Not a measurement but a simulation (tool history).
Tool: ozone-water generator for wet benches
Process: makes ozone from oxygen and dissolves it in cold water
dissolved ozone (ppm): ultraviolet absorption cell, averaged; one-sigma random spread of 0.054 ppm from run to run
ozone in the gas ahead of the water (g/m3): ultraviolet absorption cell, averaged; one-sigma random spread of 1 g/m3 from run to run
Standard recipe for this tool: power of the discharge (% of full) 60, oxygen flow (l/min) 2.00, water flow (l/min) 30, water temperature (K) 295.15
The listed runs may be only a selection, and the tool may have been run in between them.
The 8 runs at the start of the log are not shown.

| run | hour | power of the discharge (% of full) | oxygen flow (l/min) | water flow (l/min) | water temperature (K) | hours of work since the electrodes were changed | hours of work since the contactor was cleaned | hours of work since the thermometer was calibrated | dissolved ozone (ppm) | ozone in the gas ahead of the water (g/m3) |
|---|---|---|---|---|---|---|---|---|---|---|
| 9 | 147.7 | 60 | 2.00 | 30 | 295.15 | 764 | 1163 | 647 | 7.19 | 202.2 |
| 10 | 169.6 | 60 | 2.00 | 30 | 295.15 | 783 | 1182 | 666 | 7.24 | 201.5 |
| 11 | 188.0 | 60 | 2.00 | 30 | 295.15 | 800 | 1198 | 683 | 7.20 | 202.2 |
| 12 | 201.2 | 60 | 2.00 | 30 | 295.15 | 811 | 1210 | 694 | 7.16 | 201.3 |
| 13 | 222.4 | 60 | 2.00 | 30 | 295.15 | 830 | 1229 | 713 | 7.21 | 202.1 |
| 14 | 238.6 | 60 | 2.00 | 30 | 295.15 | 845 | 1243 | 728 | 7.10 | 202.4 |
| 15 | 256.5 | 60 | 1.67 | 30 | 295.15 | 860 | 1259 | 743 | 6.78 | 223.3 |
| 16 | 278.0 | 58 | 2.14 | 30 | 295.15 | 879 | 1278 | 762 | 7.19 | 191.1 |
| 17 | 298.7 | 58 | 2.14 | 30 | 295.15 | 898 | 1296 | 781 | 7.19 | 189.2 |
| 18 | 314.0 | 60 | 2.00 | 19 | 289.15 | 911 | 1310 | 794 | 12.47 | 200.1 |
| 19 | 343.8 | 60 | 2.00 | 19 | 289.15 | 938 | 1336 | 821 | 12.44 | 201.8 |

For run 20, what comes out?
| 20 | 369.5 | 60 | 2.00 | 19 | 289.15 | 961 | 1359 | 843 | ? | ? |

Run 20 produced dissolved ozone (ppm) 12.38, ozone in the gas ahead of the water (g/m3) 202.5.
Take away the tool's hidden state, keep the run-to-run variation as it was, and the same run would have given dissolved ozone (ppm) 12.58, ozone in the gas ahead of the water (g/m3) 203.5.
